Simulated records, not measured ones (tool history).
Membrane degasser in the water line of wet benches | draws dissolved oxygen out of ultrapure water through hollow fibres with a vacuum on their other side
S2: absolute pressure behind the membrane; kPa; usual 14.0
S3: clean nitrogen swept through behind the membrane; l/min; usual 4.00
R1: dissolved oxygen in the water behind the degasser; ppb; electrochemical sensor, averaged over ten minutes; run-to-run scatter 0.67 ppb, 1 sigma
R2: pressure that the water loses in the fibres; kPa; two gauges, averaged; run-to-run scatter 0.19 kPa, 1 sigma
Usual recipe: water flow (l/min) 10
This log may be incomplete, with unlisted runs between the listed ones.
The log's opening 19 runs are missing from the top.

run 20 hour=4539.3 | water_flow_(l/min)=7 S2=14.0 S3=5.91 | R1=38.1 R2=29.94
run 21 hour=4714.5 | water_flow_(l/min)=8 S2=10.2 S3=4.74 | R1=38.5 R2=34.64
run 22 hour=4883.5 | water_flow_(l/min)=9 S2=24.4 S3=4.00 | R1=132.3 R2=38.77
run 23 hour=5122.2 | water_flow_(l/min)=10 S2=14.0 S3=8.15 | R1=50.8 R2=43.20
run 24 hour=5340.2 | water_flow_(l/min)=10 S2=28.0 S3=1.78 | R1=347.5 R2=43.31
run 25 hour=5689.2 | water_flow_(l/min)=10 S2=12.7 S3=4.20 | R1=73.3 R2=43.08
run 26 hour=5880.5 | water_flow_(l/min)=14 S2=16.9 S3=4.00 | R1=155.4 R2=60.10
run 27 hour=6056.0 | water_flow_(l/min)=14 S2=16.9 S3=4.00 | R1=155.3 R2=60.54
run 28 hour=6339.1 | water_flow_(l/min)=6 S2=12.8 S3=4.68 | R1=35.1 R2=26.13
run 29 hour=6685.8 | water_flow_(l/min)=6 S2=12.8 S3=4.68 | R1=35.4 R2=26.00
run 30 hour=7031.4 | water_flow_(l/min)=7 S2=14.0 S3=10.50 | R1=25.1 R2=30.44
run 31 hour=7325.9 | water_flow_(l/min)=14 S2=14.0 S3=1.61 | R1=261.0 R2=61.03
run 32 hour=7569.9 | water_flow_(l/min)=14 S2=14.0 S3=1.61 | R1=263.6 R2=60.55

Alternative continuations, all from the tool just after run 32; predict every row:
run A hour=7862.9 | water_flow_(l/min)=14 S2=12.6 S3=1.61 | R1=? R2=?
run B hour=7862.9 | water_flow_(l/min)=7 S2=11.2 S3=1.61 | R1=? R2=?
run C hour=7862.9 | water_flow_(l/min)=6 S2=34.3 S3=8.89 | R1=? R2=?
run D hour=7862.9 | water_flow_(l/min)=11 S2=16.2 S3=1.61 | R1=? R2=?

run=A R1=234.0 R2=60.98
run=B R1=93.7 R2=30.27
run=C R1=59.6 R2=25.86
run=D R1=239.4 R2=47.28
Take away the tool's hidden state, keep each run's random variation, and the runs would have read:
run=A R1=217.6 R2=57.34
run=B R1=87.1 R2=28.46
run=C R1=55.3 R2=24.30
run=D R1=226.0 R2=44.45
